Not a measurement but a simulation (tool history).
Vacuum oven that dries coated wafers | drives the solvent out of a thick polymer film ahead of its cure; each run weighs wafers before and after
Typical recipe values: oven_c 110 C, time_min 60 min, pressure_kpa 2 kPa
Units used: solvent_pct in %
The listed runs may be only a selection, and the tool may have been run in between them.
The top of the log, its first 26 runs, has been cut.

run   hour  oven_c  time_min  pressure_kpa  hours of work since the thermocouples were calibrated  hours of work since the vacuum gauge was cleaned of residue  solvent_pct
 27  591.3     112        31          4.13                                                     48                                                          733         5.81
 28  613.7     110        59          3.31                                                     59                                                          745          3.3
 29  630.3     119        90          6.68                                                     68                                                          754         2.93
 30  656.4     115        63          2.94                                                     81                                                          767         1.85
 31  683.4     117        70           6.8                                                     95                                                          781         3.29
 32  696.7     117        70           6.8                                                    102                                                          788         3.22
 33  715.3     117        70           6.8                                                    111                                                          797         3.24
 34  747.1     117        70           6.8                                                    128                                                          814         3.23
 35  771.4     110        63          1.28                                                    140                                                          826          1.9
 36  796.9     110        63          1.28                                                    153                                                          839         1.93

Branching from run 36: 3 alternative next runs. What would each branch give?
  A  825.1     110        63          1.11                                                    168                                                          854            ?
  B  825.1     120        63          2.04                                                    168                                                          854            ?
  C  825.1     116        40          1.51                                                    168                                                          854            ?

run  solvent_pct
  A         1.81
  B         0.98
  C         2.17
Had the tool no hidden state, the same runs would have come out as:
run  solvent_pct
  A         1.78
  B         0.95
  C         2.16
